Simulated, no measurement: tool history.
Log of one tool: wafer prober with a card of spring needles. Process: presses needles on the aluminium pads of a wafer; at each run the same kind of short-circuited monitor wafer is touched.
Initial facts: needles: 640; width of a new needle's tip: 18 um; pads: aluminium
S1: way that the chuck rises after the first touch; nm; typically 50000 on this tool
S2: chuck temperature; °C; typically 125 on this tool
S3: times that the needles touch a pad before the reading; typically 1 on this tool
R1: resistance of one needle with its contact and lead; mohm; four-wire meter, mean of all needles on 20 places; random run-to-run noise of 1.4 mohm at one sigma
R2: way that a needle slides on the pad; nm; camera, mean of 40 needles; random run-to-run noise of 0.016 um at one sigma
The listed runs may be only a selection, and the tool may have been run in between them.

Run 1, hour 0.0: usual settings. Result: R1 142 mohm, R2 11860 nm.
At hour 6.9: tips cleaned on abrasive film.
Run 2, hour 16.6: usual settings. Result: R1 162 mohm, R2 11850 nm.
At hour 18.8: tips cleaned on abrasive film.
At hour 29.3: tips cleaned on abrasive film.
Run 3, hour 36.6: usual settings but S2 54 °C. Result: R1 153 mohm, R2 11790 nm.
At hour 39.8: tips cleaned on abrasive film.
Run 4, hour 49.6: usual settings. Result: R1 163 mohm, R2 11770 nm.
At hour 51.0: tips cleaned on abrasive film.
At hour 61.6: tips cleaned on abrasive film.
At hour 73.6: tips cleaned on abrasive film.
Run 5, hour 73.6: usual settings but S2 31 °C. Result: R1 113 mohm, R2 11720 nm.
At hour 84.0: tips cleaned on abrasive film.
At hour 95.1: tips cleaned on abrasive film.
Run 6, hour 96.4: usual settings. Result: R1 135 mohm, R2 11680 nm.
At hour 106.3: tips cleaned on abrasive film.
Run 7, hour 109.1: usual settings but S2 103 °C. Result: R1 142 mohm, R2 11650 nm.
At hour 111.6: height of the first contact set anew.
At hour 117.0: tips cleaned on abrasive film.
Run 8, hour 120.8: usual settings but S2 103 °C. Result: R1 144 mohm, R2 11540 nm.
At hour 128.6: tips cleaned on abrasive film.
At hour 139.7: tips cleaned on abrasive film.
Run 9, hour 139.9: usual settings but S2 28 °C. Result: R1 117 mohm, R2 11520 nm.
At hour 150.0: tips cleaned on abrasive film.
Run 10, hour 151.6: usual settings but S2 95 °C. Result: R1 133 mohm, R2 11470 nm.
At hour 160.3: tips cleaned on abrasive film.
At hour 170.6: tips cleaned on abrasive film.
Run 11, hour 176.4: usual settings but S1 61000 nm. Result: R1 144 mohm, R2 14050 nm.
At hour 181.9: tips cleaned on abrasive film.
At hour 192.2: tips cleaned on abrasive film.
Run 12, hour 195.2: usual settings but S2 117 °C. Result: R1 144 mohm, R2 11410 nm.
At hour 202.7: tips cleaned on abrasive film.
At hour 213.5: tips cleaned on abrasive film.
Run 13, hour 213.5: usual settings but S1 58000 nm, S2 50 °C. Result: R1 114 mohm, R2 13280 nm.
At hour 224.0: tips cleaned on abrasive film.
At hour 228.0: height of the first contact set anew, once more.
At hour 235.3: tips cleaned on abrasive film.
Run 14, hour 239.2: usual settings but S3 2. Result: R1 136 mohm, R2 11840 nm.
At hour 246.5: tips cleaned on abrasive film.
At hour 257.2: tips cleaned on abrasive film.
Run 15, hour 262.3: usual settings but S3 2. Result: R1 141 mohm, R2 11850 nm.

Predict each of these 4 candidate next runs independently; none follows another, all start after run 15:
At hour 268.7: tips cleaned on abrasive film.
At hour 279.1: tips cleaned on abrasive film.
Run A, hour 287.7: usual settings. Result: R1 ?, R2 ?.
At hour 268.7: tips cleaned on abrasive film.
At hour 279.1: tips cleaned on abrasive film.
Run B, hour 287.7: usual settings but S1 37000 nm, S2 36 °C. Result: R1 ?, R2 ?.
At hour 268.7: tips cleaned on abrasive film.
At hour 279.1: tips cleaned on abrasive film.
Run C, hour 287.7: usual settings but S1 31000 nm, S2 28 °C. Result: R1 ?, R2 ?.
At hour 268.7: tips cleaned on abrasive film.
At hour 279.1: tips cleaned on abrasive film.
Run D, hour 287.7: usual settings but S1 31000 nm, S3 2. Result: R1 ?, R2 ?.

run   R1     R2
  A  161  11790
  B  194   8670
  C  227   7230
  D  191   7270
Stripped of hidden state, with their random variation kept, the same runs would have yielded:
run   R1     R2
  A  122  11890
  B  116   8770
  C  117   7330
  D  134   7370
